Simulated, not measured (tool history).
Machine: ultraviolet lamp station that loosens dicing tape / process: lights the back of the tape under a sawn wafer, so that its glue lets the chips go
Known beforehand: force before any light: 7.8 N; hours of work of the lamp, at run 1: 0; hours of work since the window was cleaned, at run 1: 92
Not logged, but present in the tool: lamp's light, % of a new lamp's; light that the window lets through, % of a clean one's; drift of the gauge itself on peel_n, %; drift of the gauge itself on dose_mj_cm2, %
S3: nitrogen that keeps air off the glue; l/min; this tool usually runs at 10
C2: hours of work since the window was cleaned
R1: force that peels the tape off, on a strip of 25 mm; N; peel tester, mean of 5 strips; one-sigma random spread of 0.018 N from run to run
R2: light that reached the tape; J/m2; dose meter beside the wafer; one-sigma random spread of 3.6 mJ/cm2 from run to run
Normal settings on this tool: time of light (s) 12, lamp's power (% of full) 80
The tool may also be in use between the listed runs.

{"run": 1, "hour": 0.0, "time of light (s)": 12, "lamp's power (% of full)": 80, "S3": 10, "hours of work of the lamp": 0, "C2": 92, "R1": 0.989, "R2": 5660}
{"run": 2, "hour": 46.7, "time of light (s)": 12, "lamp's power (% of full)": 80, "S3": 10, "hours of work of the lamp": 30, "C2": 122, "R1": 1.027, "R2": 5510}
{"run": 3, "hour": 87.5, "time of light (s)": 12, "lamp's power (% of full)": 80, "S3": 18, "hours of work of the lamp": 57, "C2": 149, "R1": 0.729, "R2": 5360}
{"run": 4, "hour": 124.9, "time of light (s)": 12, "lamp's power (% of full)": 80, "S3": 18, "hours of work of the lamp": 81, "C2": 173, "R1": 0.754, "R2": 5340}
{"run": 5, "hour": 159.0, "time of light (s)": 12, "lamp's power (% of full)": 80, "S3": 18, "hours of work of the lamp": 103, "C2": 195, "R1": 0.811, "R2": 5250}
{"run": 6, "hour": 191.0, "time of light (s)": 12, "lamp's power (% of full)": 63, "S3": 18, "hours of work of the lamp": 124, "C2": 216, "R1": 1.305, "R2": 4070}
{"run": 7, "hour": 218.7, "time of light (s)": 12, "lamp's power (% of full)": 63, "S3": 18, "hours of work of the lamp": 142, "C2": 234, "R1": 1.287, "R2": 3980}
{"run": 8, "hour": 250.4, "time of light (s)": 12, "lamp's power (% of full)": 63, "S3": 18, "hours of work of the lamp": 163, "C2": 255, "R1": 1.328, "R2": 3910}
{"run": 9, "hour": 287.0, "time of light (s)": 12, "lamp's power (% of full)": 63, "S3": 18, "hours of work of the lamp": 187, "C2": 279, "R1": 1.401, "R2": 3810}
{"run": 10, "hour": 336.8, "time of light (s)": 12, "lamp's power (% of full)": 80, "S3": 10, "hours of work of the lamp": 219, "C2": 311, "R1": 1.357, "R2": 4690}
{"hour": 351.0, "done": "window cleaned of glue's vapour"}
{"run": 11, "hour": 359.4, "time of light (s)": 12, "lamp's power (% of full)": 80, "S3": 5, "hours of work of the lamp": 233, "C2": 5, "R1": 2.159, "R2": 4500}
{"run": 12, "hour": 409.1, "time of light (s)": 12, "lamp's power (% of full)": 80, "S3": 7, "hours of work of the lamp": 266, "C2": 38, "R1": 1.848, "R2": 4420}
{"run": 13, "hour": 450.1, "time of light (s)": 12, "lamp's power (% of full)": 80, "S3": 7, "hours of work of the lamp": 292, "C2": 64, "R1": 1.933, "R2": 4350}
{"run": 14, "hour": 473.6, "time of light (s)": 12, "lamp's power (% of full)": 80, "S3": 7, "hours of work of the lamp": 308, "C2": 80, "R1": 2.028, "R2": 4170}
{"run": 15, "hour": 524.3, "time of light (s)": 12, "lamp's power (% of full)": 80, "S3": 7, "hours of work of the lamp": 340, "C2": 113, "R1": 2.138, "R2": 4090}
{"hour": 550.6, "done": "window cleaned of glue's vapour, once more"}
{"run": 16, "hour": 556.3, "time of light (s)": 12, "lamp's power (% of full)": 85, "S3": 7, "hours of work of the lamp": 361, "C2": 4, "R1": 1.423, "R2": 5410}
{"run": 17, "hour": 579.9, "time of light (s)": 12, "lamp's power (% of full)": 85, "S3": 7, "hours of work of the lamp": 376, "C2": 19, "R1": 1.428, "R2": 5340}
{"run": 18, "hour": 615.3, "time of light (s)": 7, "lamp's power (% of full)": 80, "S3": 10, "hours of work of the lamp": 399, "C2": 42, "R1": 2.645, "R2": 2880}
{"run": 19, "hour": 652.9, "time of light (s)": 7, "lamp's power (% of full)": 80, "S3": 10, "hours of work of the lamp": 424, "C2": 67, "R1": 2.745, "R2": 2810}
{"run": 20, "hour": 678.7, "time of light (s)": 12, "lamp's power (% of full)": 89, "S3": 10, "hours of work of the lamp": 441, "C2": 83, "R1": 1.12, "R2": 5300}
{"run": 21, "hour": 703.0, "time of light (s)": 12, "lamp's power (% of full)": 80, "S3": 7, "hours of work of the lamp": 456, "C2": 99, "R1": 1.695, "R2": 4680}
{"run": 22, "hour": 749.1, "time of light (s)": 12, "lamp's power (% of full)": 86, "S3": 10, "hours of work of the lamp": 486, "C2": 129, "R1": 1.259, "R2": 4860}
{"run": 23, "hour": 796.6, "time of light (s)": 12, "lamp's power (% of full)": 80, "S3": 5, "hours of work of the lamp": 517, "C2": 160, "R1": 2.191, "R2": 4420}
{"run": 24, "hour": 822.2, "time of light (s)": 7, "lamp's power (% of full)": 63, "S3": 4, "hours of work of the lamp": 534, "C2": 177, "R1": 4.644, "R2": 2020}
{"run": 25, "hour": 869.9, "time of light (s)": 7, "lamp's power (% of full)": 63, "S3": 4, "hours of work of the lamp": 565, "C2": 208, "R1": 4.715, "R2": 1960}
{"run": 26, "hour": 906.6, "time of light (s)": 10, "lamp's power (% of full)": 80, "S3": 19, "hours of work of the lamp": 589, "C2": 231, "R1": 1.575, "R2": 3490}
{"run": 27, "hour": 931.6, "time of light (s)": 10, "lamp's power (% of full)": 99, "S3": 17, "hours of work of the lamp": 605, "C2": 248, "R1": 1.236, "R2": 4180}
{"run": 28, "hour": 967.5, "time of light (s)": 23, "lamp's power (% of full)": 97, "S3": 11, "hours of work of the lamp": 628, "C2": 271, "R1": 0.305, "R2": 9300}
{"run": 29, "hour": 990.3, "time of light (s)": 10, "lamp's power (% of full)": 93, "S3": 15, "hours of work of the lamp": 643, "C2": 286, "R1": 1.535, "R2": 3810}
{"run": 30, "hour": 1036.4, "time of light (s)": 12, "lamp's power (% of full)": 80, "S3": 9, "hours of work of the lamp": 673, "C2": 316, "R1": 1.957, "R2": 3850}
{"hour": 1041.7, "done": "window cleaned of glue's vapour"}
{"run": 31, "hour": 1069.0, "time of light (s)": 12, "lamp's power (% of full)": 66, "S3": 10, "hours of work of the lamp": 694, "C2": 18, "R1": 2.078, "R2": 3510}
{"run": 32, "hour": 1102.6, "time of light (s)": 12, "lamp's power (% of full)": 66, "S3": 10, "hours of work of the lamp": 716, "C2": 40, "R1": 2.121, "R2": 3480}
{"run": 33, "hour": 1146.8, "time of light (s)": 12, "lamp's power (% of full)": 66, "S3": 10, "hours of work of the lamp": 744, "C2": 68, "R1": 2.167, "R2": 3390}
{"run": 34, "hour": 1184.4, "time of light (s)": 6, "lamp's power (% of full)": 66, "S3": 10, "hours of work of the lamp": 769, "C2": 93, "R1": 4.105, "R2": 1640}
{"run": 35, "hour": 1223.7, "time of light (s)": 14, "lamp's power (% of full)": 93, "S3": 10, "hours of work of the lamp": 794, "C2": 118, "R1": 1.132, "R2": 5330}
{"run": 36, "hour": 1249.7, "time of light (s)": 14, "lamp's power (% of full)": 93, "S3": 10, "hours of work of the lamp": 811, "C2": 135, "R1": 1.146, "R2": 5190}
{"run": 37, "hour": 1275.6, "time of light (s)": 14, "lamp's power (% of full)": 93, "S3": 10, "hours of work of the lamp": 828, "C2": 152, "R1": 1.159, "R2": 5110}
{"hour": 1307.0, "done": "lamp changed"}
{"run": 38, "hour": 1315.0, "time of light (s)": 12, "lamp's power (% of full)": 64, "S3": 13, "hours of work of the lamp": 5, "C2": 177, "R1": 1.364, "R2": 4320}
{"run": 39, "hour": 1360.6, "time of light (s)": 20, "lamp's power (% of full)": 94, "S3": 10, "hours of work of the lamp": 35, "C2": 207, "R1": 0.261, "R2": 10300}
{"run": 40, "hour": 1386.3, "time of light (s)": 9, "lamp's power (% of full)": 79, "S3": 20, "hours of work of the lamp": 52, "C2": 223, "R1": 1.32, "R2": 3860}
{"run": 41, "hour": 1407.0, "time of light (s)": 13, "lamp's power (% of full)": 65, "S3": 15, "hours of work of the lamp": 65, "C2": 237, "R1": 1.108, "R2": 4590}
{"run": 42, "hour": 1450.7, "time of light (s)": 12, "lamp's power (% of full)": 83, "S3": 14, "hours of work of the lamp": 93, "C2": 265, "R1": 0.918, "R2": 5240}

Consider 5 possible next runs. They are alternatives, not a sequence: every one starts from the tool as it was left by run 42. What does each give?
{"run": "A", "hour": 1487.4, "time of light (s)": 6, "lamp's power (% of full)": 80, "S3": 6, "hours of work of the lamp": 117, "C2": 289, "R1": "?", "R2": "?"}
{"run": "B", "hour": 1487.4, "time of light (s)": 14, "lamp's power (% of full)": 83, "S3": 14, "hours of work of the lamp": 117, "C2": 289, "R1": "?", "R2": "?"}
{"run": "C", "hour": 1487.4, "time of light (s)": 9, "lamp's power (% of full)": 83, "S3": 14, "hours of work of the lamp": 117, "C2": 289, "R1": "?", "R2": "?"}
{"run": "D", "hour": 1487.4, "time of light (s)": 12, "lamp's power (% of full)": 96, "S3": 14, "hours of work of the lamp": 117, "C2": 289, "R1": "?", "R2": "?"}
{"run": "E", "hour": 1487.4, "time of light (s)": 13, "lamp's power (% of full)": 84, "S3": 3, "hours of work of the lamp": 117, "C2": 289, "R1": "?", "R2": "?"}

run=A R1=3.616 R2=2500
run=B R1=0.703 R2=5980
run=C R1=1.573 R2=3820
run=D R1=0.699 R2=5990
run=E R1=2.08 R2=5580
Without the tool's hidden state the same runs would have given:
run=A R1=3.098 R2=3010
run=B R1=0.463 R2=7210
run=C R1=1.152 R2=4610
run=D R1=0.457 R2=7220
run=E R1=1.608 R2=6730

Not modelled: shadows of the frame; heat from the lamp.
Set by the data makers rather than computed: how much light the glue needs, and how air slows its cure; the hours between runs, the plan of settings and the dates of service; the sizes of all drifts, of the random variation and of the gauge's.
